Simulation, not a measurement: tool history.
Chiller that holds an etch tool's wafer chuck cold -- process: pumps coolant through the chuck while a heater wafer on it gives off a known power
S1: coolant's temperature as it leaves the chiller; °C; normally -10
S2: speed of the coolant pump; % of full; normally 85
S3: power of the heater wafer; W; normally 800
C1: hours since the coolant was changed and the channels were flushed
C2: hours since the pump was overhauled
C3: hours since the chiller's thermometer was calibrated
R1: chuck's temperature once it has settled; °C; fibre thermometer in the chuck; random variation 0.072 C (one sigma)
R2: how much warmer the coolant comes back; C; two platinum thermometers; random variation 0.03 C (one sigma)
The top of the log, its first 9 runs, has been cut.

{"run": 10, "day": 17.254, "S1": -10, "S2": 85, "S3": 800, "C1": 1334, "C2": 3483, "C3": 645, "R1": -5.53, "R2": 1.75}
{"run": 11, "day": 19.275, "S1": -10, "S2": 79, "S3": 800, "C1": 1383, "C2": 3532, "C3": 693, "R1": -5.41, "R2": 1.85}
{"run": 12, "day": 21.742, "S1": -10, "S2": 79, "S3": 800, "C1": 1442, "C2": 3591, "C3": 752, "R1": -5.32, "R2": 1.91}
{"run": 13, "day": 23.925, "S1": -10, "S2": 85, "S3": 800, "C1": 1495, "C2": 3643, "C3": 805, "R1": -5.6, "R2": 1.78}
{"run": 14, "day": 26.546, "S1": -10, "S2": 85, "S3": 800, "C1": 1558, "C2": 3706, "C3": 868, "R1": -5.42, "R2": 1.82}
{"run": 15, "day": 28.775, "S1": -10, "S2": 85, "S3": 800, "C1": 1611, "C2": 3760, "C3": 921, "R1": -5.55, "R2": 1.88}
{"run": 16, "day": 30.679, "S1": -10, "S2": 85, "S3": 800, "C1": 1657, "C2": 3805, "C3": 967, "R1": -5.57, "R2": 1.82}
{"run": 17, "day": 33.846, "S1": -10, "S2": 85, "S3": 800, "C1": 1733, "C2": 3881, "C3": 1043, "R1": -5.48, "R2": 1.84}
{"run": 18, "day": 36.212, "S1": -10, "S2": 85, "S3": 800, "C1": 1790, "C2": 3938, "C3": 1100, "R1": -5.47, "R2": 1.94}
{"day": 38.521, "done": "gauge calibrated"}
{"run": 19, "day": 38.521, "S1": -3, "S2": 64, "S3": 664, "C1": 1845, "C2": 3994, "C3": 1155, "R1": 1.39, "R2": 1.78}
{"run": 20, "day": 41.671, "S1": -3, "S2": 64, "S3": 664, "C1": 1920, "C2": 4069, "C3": 1231, "R1": 1.4, "R2": 1.75}
{"run": 21, "day": 43.958, "S1": -12, "S2": 85, "S3": 537, "C1": 1975, "C2": 4124, "C3": 1286, "R1": -8.89, "R2": 1.13}
{"run": 22, "day": 46.383, "S1": -4, "S2": 66, "S3": 917, "C1": 2034, "C2": 4182, "C3": 1344, "R1": 2.12, "R2": 2.43}
{"run": 23, "day": 48.775, "S1": -8, "S2": 79, "S3": 627, "C1": 2091, "C2": 4240, "C3": 1401, "R1": -4.28, "R2": 1.4}
{"run": 24, "day": 51.325, "S1": -8, "S2": 79, "S3": 627, "C1": 2152, "C2": 4301, "C3": 1463, "R1": -4.35, "R2": 1.44}
{"run": 25, "day": 54.392, "S1": -5, "S2": 85, "S3": 720, "C1": 2226, "C2": 4374, "C3": 1536, "R1": -0.9, "R2": 1.57}
{"run": 26, "day": 56.929, "S1": -18, "S2": 67, "S3": 581, "C1": 2287, "C2": 4435, "C3": 1597, "R1": -14.2, "R2": 1.66}
{"run": 27, "day": 58.229, "S1": -2, "S2": 85, "S3": 418, "C1": 2318, "C2": 4467, "C3": 1628, "R1": 0.31, "R2": 0.97}
{"run": 28, "day": 61.2, "S1": -12, "S2": 87, "S3": 419, "C1": 2389, "C2": 4538, "C3": 1699, "R1": -9.48, "R2": 1.04}
{"run": 29, "day": 63.1, "S1": -12, "S2": 87, "S3": 419, "C1": 2435, "C2": 4583, "C3": 1745, "R1": -9.65, "R2": 1.07}
{"run": 30, "day": 64.746, "S1": -8, "S2": 64, "S3": 800, "C1": 2474, "C2": 4623, "C3": 1785, "R1": -2.44, "R2": 2.29}

Forecast each of these 4 alternatives for the next run:
{"day": 66.696, "done": "gauge calibrated"}
{"run": "A", "day": 67.858, "S1": -8, "S2": 79, "S3": 800, "C1": 2549, "C2": 4698, "C3": 1859, "R1": "?", "R2": "?"}
{"day": 66.696, "done": "gauge calibrated"}
{"run": "B", "day": 67.858, "S1": -10, "S2": 99, "S3": 855, "C1": 2549, "C2": 4698, "C3": 1859, "R1": "?", "R2": "?"}
{"day": 66.696, "done": "gauge calibrated"}
{"run": "C", "day": 67.858, "S1": -11, "S2": 93, "S3": 650, "C1": 2549, "C2": 4698, "C3": 1859, "R1": "?", "R2": "?"}
{"day": 66.696, "done": "gauge calibrated"}
{"run": "D", "day": 67.858, "S1": -8, "S2": 93, "S3": 716, "C1": 2549, "C2": 4698, "C3": 1859, "R1": "?", "R2": "?"}

run=A R1=-3.25 R2=1.65
run=B R1=-5.77 R2=1.50
run=C R1=-7.50 R2=1.17
run=D R1=-4.20 R2=1.34
Stripped of hidden state, with their random variation kept, the same runs would have yielded:
run=A R1=-3.26 R2=1.64
run=B R1=-5.78 R2=1.49
run=C R1=-7.50 R2=1.16
run=D R1=-4.20 R2=1.33

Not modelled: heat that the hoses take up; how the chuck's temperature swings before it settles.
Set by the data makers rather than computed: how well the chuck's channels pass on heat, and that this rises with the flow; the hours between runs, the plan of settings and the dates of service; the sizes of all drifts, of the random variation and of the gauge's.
